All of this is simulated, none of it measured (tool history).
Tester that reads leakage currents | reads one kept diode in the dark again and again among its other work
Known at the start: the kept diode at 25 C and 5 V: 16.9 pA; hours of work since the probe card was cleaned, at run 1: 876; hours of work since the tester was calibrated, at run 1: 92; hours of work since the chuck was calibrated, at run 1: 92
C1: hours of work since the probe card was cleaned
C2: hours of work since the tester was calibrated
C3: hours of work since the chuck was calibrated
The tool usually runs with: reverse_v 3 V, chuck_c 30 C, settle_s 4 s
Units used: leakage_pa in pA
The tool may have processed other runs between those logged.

run 1 hour=0 | reverse_v=3 chuck_c=30 settle_s=4 | C1=876 C2=92 C3=92 | leakage_pa=27.49
run 2 hour=29.8 | reverse_v=3 chuck_c=30 settle_s=4 | C1=899 C2=116 C3=116 | leakage_pa=27.65
run 3 hour=65 | reverse_v=3 chuck_c=30 settle_s=4 | C1=926 C2=143 C3=143 | leakage_pa=27.71
run 4 hour=98.7 | reverse_v=3 chuck_c=30 settle_s=4 | C1=953 C2=170 C3=170 | leakage_pa=27.59
run 5 hour=131 | reverse_v=3 chuck_c=29 settle_s=4 | C1=978 C2=195 C3=195 | leakage_pa=26.02
run 6 hour=159.1 | reverse_v=3 chuck_c=42 settle_s=4 | C1=1000 C2=217 C3=217 | leakage_pa=61.62
run 7 hour=184.4 | reverse_v=3 chuck_c=30 settle_s=4 | C1=1020 C2=237 C3=237 | leakage_pa=27.71
run 8 hour=206.4 | reverse_v=3 chuck_c=30 settle_s=4 | C1=1037 C2=254 C3=254 | leakage_pa=27.69
run 9 hour=221.4 | reverse_v=3 chuck_c=30 settle_s=4 | C1=1049 C2=266 C3=266 | leakage_pa=27.7
run 10 hour=240.7 | reverse_v=3 chuck_c=30 settle_s=3.87 | C1=1064 C2=281 C3=281 | leakage_pa=27.75
run 11 hour=256.3 | reverse_v=3 chuck_c=30 settle_s=3.87 | C1=1077 C2=293 C3=293 | leakage_pa=27.76
run 12 hour=287.7 | reverse_v=3 chuck_c=30 settle_s=3.87 | C1=1101 C2=318 C3=318 | leakage_pa=27.91
run 13 hour=313.3 | reverse_v=3 chuck_c=30 settle_s=4 | C1=1121 C2=338 C3=338 | leakage_pa=27.65
run 14 hour=348.5 | reverse_v=3 chuck_c=30 settle_s=4 | C1=1149 C2=366 C3=366 | leakage_pa=27.76
run 15 hour=382 | reverse_v=3 chuck_c=30 settle_s=4 | C1=1175 C2=392 C3=392 | leakage_pa=27.85
run 16 hour=413.8 | reverse_v=3 chuck_c=30 settle_s=4 | C1=1200 C2=417 C3=417 | leakage_pa=27.87
run 17 hour=437.6 | reverse_v=3 chuck_c=30 settle_s=4 | C1=1219 C2=436 C3=436 | leakage_pa=27.73
-- hour=448.6 probe card cleaned and baked
run 18 hour=459.4 | reverse_v=3 chuck_c=30 settle_s=4 | C1=8 C2=450 C3=450 | leakage_pa=20.35
run 19 hour=485.4 | reverse_v=3 chuck_c=30 settle_s=4 | C1=29 C2=471 C3=471 | leakage_pa=20.34
run 20 hour=509.3 | reverse_v=3 chuck_c=30 settle_s=4 | C1=48 C2=490 C3=490 | leakage_pa=20.22
run 21 hour=543.7 | reverse_v=1.68 chuck_c=30 settle_s=1.9 | C1=75 C2=516 C3=516 | leakage_pa=16.96
run 22 hour=562.1 | reverse_v=1.68 chuck_c=30 settle_s=1.9 | C1=89 C2=531 C3=531 | leakage_pa=16.95
run 23 hour=586.4 | reverse_v=2.87 chuck_c=30 settle_s=4 | C1=108 C2=550 C3=550 | leakage_pa=20.03
-- hour=593.2 chuck's temperature calibrated
run 24 hour=606 | reverse_v=2.64 chuck_c=30 settle_s=1.29 | C1=122 C2=564 C3=10 | leakage_pa=22.58
run 25 hour=630.5 | reverse_v=1.9 chuck_c=34 settle_s=5.93 | C1=141 C2=583 C3=29 | leakage_pa=27.21
run 26 hour=657.4 | reverse_v=1.48 chuck_c=36 settle_s=6.94 | C1=162 C2=604 C3=50 | leakage_pa=29.44
run 27 hour=678.5 | reverse_v=1.48 chuck_c=36 settle_s=6.94 | C1=179 C2=621 C3=67 | leakage_pa=29.16

Forecast run 28:
run 28 hour=694.2 | reverse_v=2.08 chuck_c=30 settle_s=4 | C1=191 C2=633 C3=79 | leakage_pa=?

{"run 28": {"leakage_pa": 20.65}}
With no hidden state in the tool, this same run would have given leakage_pa 20.09 pA.
